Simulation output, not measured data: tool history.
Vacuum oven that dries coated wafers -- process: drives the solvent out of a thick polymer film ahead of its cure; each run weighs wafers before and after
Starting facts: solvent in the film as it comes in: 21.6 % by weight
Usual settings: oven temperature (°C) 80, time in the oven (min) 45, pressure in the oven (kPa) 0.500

run 1 hour=0.0 | oven_temperature_(°C)=80 time_in_the_oven_(min)=45 pressure_in_the_oven_(kPa)=0.500 | solvent_left_in_the_film_(%)=1.63
run 2 hour=31.3 | oven_temperature_(°C)=80 time_in_the_oven_(min)=45 pressure_in_the_oven_(kPa)=0.500 | solvent_left_in_the_film_(%)=1.60
run 3 hour=55.9 | oven_temperature_(°C)=71 time_in_the_oven_(min)=45 pressure_in_the_oven_(kPa)=0.500 | solvent_left_in_the_film_(%)=3.46
run 4 hour=108.4 | oven_temperature_(°C)=80 time_in_the_oven_(min)=45 pressure_in_the_oven_(kPa)=0.500 | solvent_left_in_the_film_(%)=1.62
run 5 hour=138.6 | oven_temperature_(°C)=80 time_in_the_oven_(min)=35 pressure_in_the_oven_(kPa)=0.500 | solvent_left_in_the_film_(%)=2.62
run 6 hour=193.1 | oven_temperature_(°C)=80 time_in_the_oven_(min)=35 pressure_in_the_oven_(kPa)=0.500 | solvent_left_in_the_film_(%)=2.62
run 7 hour=225.3 | oven_temperature_(°C)=80 time_in_the_oven_(min)=45 pressure_in_the_oven_(kPa)=0.500 | solvent_left_in_the_film_(%)=1.62
run 8 hour=257.8 | oven_temperature_(°C)=80 time_in_the_oven_(min)=67 pressure_in_the_oven_(kPa)=0.988 | solvent_left_in_the_film_(%)=1.05
run 9 hour=309.7 | oven_temperature_(°C)=80 time_in_the_oven_(min)=42 pressure_in_the_oven_(kPa)=0.921 | solvent_left_in_the_film_(%)=2.12
run 10 hour=358.7 | oven_temperature_(°C)=80 time_in_the_oven_(min)=42 pressure_in_the_oven_(kPa)=0.921 | solvent_left_in_the_film_(%)=2.13
run 11 hour=395.5 | oven_temperature_(°C)=80 time_in_the_oven_(min)=42 pressure_in_the_oven_(kPa)=0.921 | solvent_left_in_the_film_(%)=2.13
run 12 hour=427.9 | oven_temperature_(°C)=93 time_in_the_oven_(min)=36 pressure_in_the_oven_(kPa)=1.341 | solvent_left_in_the_film_(%)=1.04
-- hour=455.4 oven's thermocouples calibrated
run 13 hour=466.5 | oven_temperature_(°C)=79 time_in_the_oven_(min)=45 pressure_in_the_oven_(kPa)=1.341 | solvent_left_in_the_film_(%)=2.37

Branching from run 13: 3 alternative next runs. What would each branch give?
run A hour=511.4 | oven_temperature_(°C)=93 time_in_the_oven_(min)=45 pressure_in_the_oven_(kPa)=0.517 | solvent_left_in_the_film_(%)=?
run B hour=511.4 | oven_temperature_(°C)=93 time_in_the_oven_(min)=45 pressure_in_the_oven_(kPa)=1.485 | solvent_left_in_the_film_(%)=?
run C hour=511.4 | oven_temperature_(°C)=80 time_in_the_oven_(min)=51 pressure_in_the_oven_(kPa)=0.918 | solvent_left_in_the_film_(%)=?

run=A solvent_left_in_the_film_(%)=0.43
run=B solvent_left_in_the_film_(%)=0.83
run=C solvent_left_in_the_film_(%)=1.54
Without the tool's hidden state the same runs would have given:
run=A solvent_left_in_the_film_(%)=0.42
run=B solvent_left_in_the_film_(%)=0.82
run=C solvent_left_in_the_film_(%)=1.54
